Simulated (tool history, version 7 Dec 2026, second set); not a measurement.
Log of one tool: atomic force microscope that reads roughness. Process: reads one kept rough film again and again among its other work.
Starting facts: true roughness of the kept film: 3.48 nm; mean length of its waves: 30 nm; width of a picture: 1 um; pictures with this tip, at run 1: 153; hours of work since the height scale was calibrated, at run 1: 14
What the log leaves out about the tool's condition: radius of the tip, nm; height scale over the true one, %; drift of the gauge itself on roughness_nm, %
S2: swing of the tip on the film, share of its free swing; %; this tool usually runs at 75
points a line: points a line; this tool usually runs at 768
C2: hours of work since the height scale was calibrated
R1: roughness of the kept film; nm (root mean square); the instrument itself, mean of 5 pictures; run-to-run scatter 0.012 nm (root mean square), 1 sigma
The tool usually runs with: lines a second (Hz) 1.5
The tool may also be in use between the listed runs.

{"run": 1, "day": 0.0, "lines a second (Hz)": 1.5, "S2": 75, "points a line": 768, "pictures with this tip": 153, "C2": 14, "R1": 2.441}
{"run": 2, "day": 0.179, "lines a second (Hz)": 1.5, "S2": 75, "points a line": 768, "pictures with this tip": 158, "C2": 17, "R1": 2.423}
{"run": 3, "day": 0.471, "lines a second (Hz)": 1.5, "S2": 75, "points a line": 768, "pictures with this tip": 166, "C2": 22, "R1": 2.426}
{"run": 4, "day": 0.9, "lines a second (Hz)": 1.5, "S2": 75, "points a line": 768, "pictures with this tip": 178, "C2": 30, "R1": 2.396}
{"run": 5, "day": 1.233, "lines a second (Hz)": 1.5, "S2": 75, "points a line": 768, "pictures with this tip": 187, "C2": 35, "R1": 2.382}
{"run": 6, "day": 1.55, "lines a second (Hz)": 1.5, "S2": 75, "points a line": 768, "pictures with this tip": 196, "C2": 41, "R1": 2.349}
{"run": 7, "day": 1.888, "lines a second (Hz)": 1.5, "S2": 75, "points a line": 768, "pictures with this tip": 205, "C2": 47, "R1": 2.348}
{"run": 8, "day": 2.317, "lines a second (Hz)": 1.5, "S2": 75, "points a line": 768, "pictures with this tip": 217, "C2": 54, "R1": 2.318}
{"run": 9, "day": 2.7, "lines a second (Hz)": 1.5, "S2": 75, "points a line": 768, "pictures with this tip": 227, "C2": 61, "R1": 2.286}
{"run": 10, "day": 3.112, "lines a second (Hz)": 1.5, "S2": 75, "points a line": 444, "pictures with this tip": 238, "C2": 68, "R1": 2.254}
{"run": 11, "day": 3.342, "lines a second (Hz)": 1.5, "S2": 75, "points a line": 444, "pictures with this tip": 245, "C2": 72, "R1": 2.255}
{"run": 12, "day": 3.583, "lines a second (Hz)": 1.5, "S2": 61, "points a line": 768, "pictures with this tip": 251, "C2": 76, "R1": 2.408}
{"run": 13, "day": 3.946, "lines a second (Hz)": 1.5, "S2": 61, "points a line": 768, "pictures with this tip": 261, "C2": 82, "R1": 2.381}
{"run": 14, "day": 4.183, "lines a second (Hz)": 2.17, "S2": 61, "points a line": 768, "pictures with this tip": 268, "C2": 87, "R1": 2.324}
{"run": 15, "day": 4.554, "lines a second (Hz)": 2.71, "S2": 55, "points a line": 768, "pictures with this tip": 278, "C2": 93, "R1": 2.33}
{"run": 16, "day": 4.762, "lines a second (Hz)": 3.16, "S2": 85, "points a line": 305, "pictures with this tip": 284, "C2": 96, "R1": 1.686}
{"run": 17, "day": 5.054, "lines a second (Hz)": 0.74, "S2": 57, "points a line": 382, "pictures with this tip": 292, "C2": 102, "R1": 2.389}
{"run": 18, "day": 5.371, "lines a second (Hz)": 1.5, "S2": 88, "points a line": 381, "pictures with this tip": 300, "C2": 107, "R1": 1.958}
{"run": 19, "day": 5.554, "lines a second (Hz)": 0.69, "S2": 88, "points a line": 381, "pictures with this tip": 305, "C2": 110, "R1": 2.187}
{"run": 20, "day": 5.917, "lines a second (Hz)": 0.62, "S2": 83, "points a line": 768, "pictures with this tip": 315, "C2": 116, "R1": 2.227}
{"run": 21, "day": 6.167, "lines a second (Hz)": 0.62, "S2": 83, "points a line": 768, "pictures with this tip": 322, "C2": 121, "R1": 2.223}
{"run": 22, "day": 6.562, "lines a second (Hz)": 0.62, "S2": 83, "points a line": 768, "pictures with this tip": 333, "C2": 128, "R1": 2.201}
{"run": 23, "day": 6.967, "lines a second (Hz)": 1.02, "S2": 74, "points a line": 493, "pictures with this tip": 344, "C2": 135, "R1": 2.178}
{"run": 24, "day": 7.383, "lines a second (Hz)": 1.5, "S2": 75, "points a line": 309, "pictures with this tip": 356, "C2": 142, "R1": 2.051}
{"run": 25, "day": 7.596, "lines a second (Hz)": 1.03, "S2": 67, "points a line": 951, "pictures with this tip": 361, "C2": 146, "R1": 2.214}
{"run": 26, "day": 7.896, "lines a second (Hz)": 2.96, "S2": 75, "points a line": 348, "pictures with this tip": 370, "C2": 151, "R1": 1.849}
{"run": 27, "day": 8.217, "lines a second (Hz)": 2.96, "S2": 75, "points a line": 348, "pictures with this tip": 378, "C2": 156, "R1": 1.827}

Predict the results of run 28:
{"run": 28, "day": 8.438, "lines a second (Hz)": 0.52, "S2": 80, "points a line": 505, "pictures with this tip": 385, "C2": 160, "R1": "?"}

R1: 2.16 nm (root mean square)
Were there no unlogged condition in the tool, this run, its random variation unchanged, would have produced R1 2.974 nm (root mean square).

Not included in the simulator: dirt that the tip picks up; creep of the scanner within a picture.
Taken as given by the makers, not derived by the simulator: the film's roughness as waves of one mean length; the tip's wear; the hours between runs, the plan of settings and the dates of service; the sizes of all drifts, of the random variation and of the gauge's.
